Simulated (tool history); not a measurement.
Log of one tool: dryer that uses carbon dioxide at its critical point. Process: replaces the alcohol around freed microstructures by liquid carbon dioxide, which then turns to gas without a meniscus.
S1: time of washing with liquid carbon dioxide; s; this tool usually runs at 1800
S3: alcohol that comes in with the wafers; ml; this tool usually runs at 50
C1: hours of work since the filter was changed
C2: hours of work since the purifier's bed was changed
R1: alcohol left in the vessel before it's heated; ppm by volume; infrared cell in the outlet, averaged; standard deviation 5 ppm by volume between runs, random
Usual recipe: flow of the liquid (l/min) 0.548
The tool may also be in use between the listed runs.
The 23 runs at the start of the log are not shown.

run 24 day=20.867 | S1=1800 flow_of_the_liquid_(l/min)=0.548 S3=32 | C1=450 C2=679 | R1=189
run 25 day=21.921 | S1=2340 flow_of_the_liquid_(l/min)=0.531 S3=50 | C1=460 C2=689 | R1=164
run 26 day=22.946 | S1=1740 flow_of_the_liquid_(l/min)=0.362 S3=50 | C1=470 C2=699 | R1=659
run 27 day=23.667 | S1=1620 flow_of_the_liquid_(l/min)=0.769 S3=36 | C1=477 C2=706 | R1=164
run 28 day=24.817 | S1=1620 flow_of_the_liquid_(l/min)=0.769 S3=36 | C1=488 C2=717 | R1=167
run 29 day=25.458 | S1=1320 flow_of_the_liquid_(l/min)=0.436 S3=24 | C1=494 C2=723 | R1=512
-- day=26.662 inlet filter changed
run 30 day=26.725 | S1=1320 flow_of_the_liquid_(l/min)=0.436 S3=24 | C1=1 C2=735 | R1=419
run 31 day=27.821 | S1=1320 flow_of_the_liquid_(l/min)=0.436 S3=24 | C1=11 C2=746 | R1=424
run 32 day=28.654 | S1=1440 flow_of_the_liquid_(l/min)=0.810 S3=58 | C1=19 C2=754 | R1=170
run 33 day=29.671 | S1=1440 flow_of_the_liquid_(l/min)=0.810 S3=58 | C1=29 C2=763 | R1=176
run 34 day=30.429 | S1=1560 flow_of_the_liquid_(l/min)=0.548 S3=34 | C1=36 C2=771 | R1=227
run 35 day=31.612 | S1=1440 flow_of_the_liquid_(l/min)=0.402 S3=29 | C1=48 C2=782 | R1=469
run 36 day=32.342 | S1=1440 flow_of_the_liquid_(l/min)=0.402 S3=29 | C1=55 C2=789 | R1=465
run 37 day=33.438 | S1=1440 flow_of_the_liquid_(l/min)=0.402 S3=29 | C1=65 C2=800 | R1=485
run 38 day=34.629 | S1=2400 flow_of_the_liquid_(l/min)=0.548 S3=50 | C1=77 C2=811 | R1=183
run 39 day=35.275 | S1=2640 flow_of_the_liquid_(l/min)=0.727 S3=109 | C1=83 C2=817 | R1=178
run 40 day=36.250 | S1=2640 flow_of_the_liquid_(l/min)=0.727 S3=109 | C1=92 C2=827 | R1=174
run 41 day=36.854 | S1=1500 flow_of_the_liquid_(l/min)=0.409 S3=109 | C1=98 C2=833 | R1=1119
run 42 day=37.412 | S1=2520 flow_of_the_liquid_(l/min)=0.542 S3=116 | C1=104 C2=838 | R1=187
run 43 day=38.633 | S1=1200 flow_of_the_liquid_(l/min)=0.433 S3=28 | C1=115 C2=850 | R1=646
run 44 day=39.362 | S1=1200 flow_of_the_liquid_(l/min)=0.665 S3=28 | C1=122 C2=857 | R1=269
run 45 day=39.950 | S1=2820 flow_of_the_liquid_(l/min)=0.445 S3=31 | C1=128 C2=862 | R1=185
run 46 day=40.642 | S1=2820 flow_of_the_liquid_(l/min)=0.445 S3=31 | C1=135 C2=869 | R1=195
run 47 day=41.671 | S1=1140 flow_of_the_liquid_(l/min)=0.548 S3=32 | C1=145 C2=879 | R1=459

Forecast each of these 3 alternatives for the next run:
run A day=42.329 | S1=2040 flow_of_the_liquid_(l/min)=0.548 S3=50 | C1=151 C2=885 | R1=?
run B day=42.329 | S1=1200 flow_of_the_liquid_(l/min)=0.518 S3=50 | C1=151 C2=885 | R1=?
run C day=42.329 | S1=1140 flow_of_the_liquid_(l/min)=0.707 S3=32 | C1=151 C2=885 | R1=?

run=A R1=209
run=B R1=642
run=C R1=274
Stripped of hidden state, with their random variation kept, the same runs would have yielded:
run=A R1=20
run=B R1=404
run=C R1=78
